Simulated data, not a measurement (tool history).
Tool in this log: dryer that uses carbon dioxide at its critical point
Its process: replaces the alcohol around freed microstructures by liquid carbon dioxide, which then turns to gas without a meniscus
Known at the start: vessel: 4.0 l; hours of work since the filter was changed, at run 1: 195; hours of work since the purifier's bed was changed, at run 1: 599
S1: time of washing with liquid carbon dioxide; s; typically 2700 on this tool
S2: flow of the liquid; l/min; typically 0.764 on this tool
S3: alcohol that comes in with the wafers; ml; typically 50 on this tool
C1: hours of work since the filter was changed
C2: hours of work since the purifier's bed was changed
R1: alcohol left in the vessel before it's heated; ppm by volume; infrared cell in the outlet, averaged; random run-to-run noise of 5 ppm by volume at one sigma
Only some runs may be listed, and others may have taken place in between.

{"run": 1, "hour": 0.0, "S1": 2700, "S2": 0.764, "S3": 50, "C1": 195, "C2": 599, "R1": 152}
{"run": 2, "hour": 19.1, "S1": 2700, "S2": 0.764, "S3": 50, "C1": 209, "C2": 613, "R1": 165}
{"run": 3, "hour": 35.5, "S1": 2700, "S2": 0.764, "S3": 20, "C1": 220, "C2": 624, "R1": 171}
{"run": 4, "hour": 52.2, "S1": 2700, "S2": 0.764, "S3": 20, "C1": 232, "C2": 636, "R1": 162}
{"run": 5, "hour": 62.3, "S1": 2700, "S2": 0.764, "S3": 20, "C1": 239, "C2": 643, "R1": 160}
{"run": 6, "hour": 79.3, "S1": 2700, "S2": 0.764, "S3": 20, "C1": 251, "C2": 655, "R1": 167}
{"run": 7, "hour": 91.3, "S1": 2700, "S2": 0.764, "S3": 20, "C1": 259, "C2": 663, "R1": 176}
{"run": 8, "hour": 102.4, "S1": 2700, "S2": 0.764, "S3": 50, "C1": 267, "C2": 671, "R1": 189}
{"run": 9, "hour": 114.0, "S1": 2700, "S2": 0.744, "S3": 50, "C1": 275, "C2": 679, "R1": 183}
{"run": 10, "hour": 132.6, "S1": 2700, "S2": 0.764, "S3": 50, "C1": 288, "C2": 692, "R1": 196}
{"run": 11, "hour": 143.6, "S1": 2700, "S2": 0.804, "S3": 50, "C1": 296, "C2": 700, "R1": 178}
{"run": 12, "hour": 154.1, "S1": 2700, "S2": 0.804, "S3": 50, "C1": 303, "C2": 707, "R1": 198}
{"run": 13, "hour": 170.7, "S1": 2700, "S2": 0.804, "S3": 93, "C1": 315, "C2": 719, "R1": 199}
{"run": 14, "hour": 187.4, "S1": 2700, "S2": 0.804, "S3": 93, "C1": 327, "C2": 731, "R1": 199}
{"run": 15, "hour": 205.5, "S1": 4020, "S2": 0.528, "S3": 61, "C1": 339, "C2": 743, "R1": 199}
{"run": 16, "hour": 225.5, "S1": 4020, "S2": 0.528, "S3": 61, "C1": 353, "C2": 757, "R1": 200}
{"run": 17, "hour": 236.6, "S1": 4020, "S2": 0.641, "S3": 104, "C1": 361, "C2": 765, "R1": 201}
{"run": 18, "hour": 252.2, "S1": 4020, "S2": 1.077, "S3": 48, "C1": 372, "C2": 776, "R1": 204}
{"hour": 256.2, "done": "purifier's bed changed"}
{"run": 19, "hour": 267.1, "S1": 3660, "S2": 0.586, "S3": 50, "C1": 380, "C2": 8, "R1": 24}
{"run": 20, "hour": 279.4, "S1": 2700, "S2": 0.65, "S3": 50, "C1": 389, "C2": 16, "R1": 44}
{"run": 21, "hour": 289.8, "S1": 3600, "S2": 0.764, "S3": 31, "C1": 396, "C2": 24, "R1": 12}
{"run": 22, "hour": 308.8, "S1": 3600, "S2": 0.764, "S3": 31, "C1": 410, "C2": 37, "R1": 21}
{"run": 23, "hour": 331.8, "S1": 3660, "S2": 0.764, "S3": 50, "C1": 426, "C2": 53, "R1": 18}
{"run": 24, "hour": 342.7, "S1": 1620, "S2": 1.22, "S3": 23, "C1": 433, "C2": 61, "R1": 24}
{"run": 25, "hour": 353.5, "S1": 3180, "S2": 1.22, "S3": 36, "C1": 441, "C2": 68, "R1": 23}
{"run": 26, "hour": 366.2, "S1": 2280, "S2": 1.182, "S3": 43, "C1": 450, "C2": 77, "R1": 30}

Each row is a separate what-if for the run after 26, all from the same tool condition, not one after another. Results?
{"run": "A", "hour": 388.7, "S1": 2700, "S2": 0.834, "S3": 53, "C1": 466, "C2": 93, "R1": "?"}
{"run": "B", "hour": 388.7, "S1": 4260, "S2": 0.764, "S3": 90, "C1": 466, "C2": 93, "R1": "?"}
{"run": "C", "hour": 388.7, "S1": 1920, "S2": 1.298, "S3": 67, "C1": 466, "C2": 93, "R1": "?"}
{"run": "D", "hour": 388.7, "S1": 2160, "S2": 1.182, "S3": 23, "C1": 466, "C2": 93, "R1": "?"}
{"run": "E", "hour": 388.7, "S1": 2700, "S2": 1.204, "S3": 50, "C1": 466, "C2": 93, "R1": "?"}

run=A R1=33
run=B R1=24
run=C R1=41
run=D R1=35
run=E R1=41
What these runs would have given with no unlogged condition in the tool:
run=A R1=6
run=B R1=1
run=C R1=15
run=D R1=11
run=E R1=17
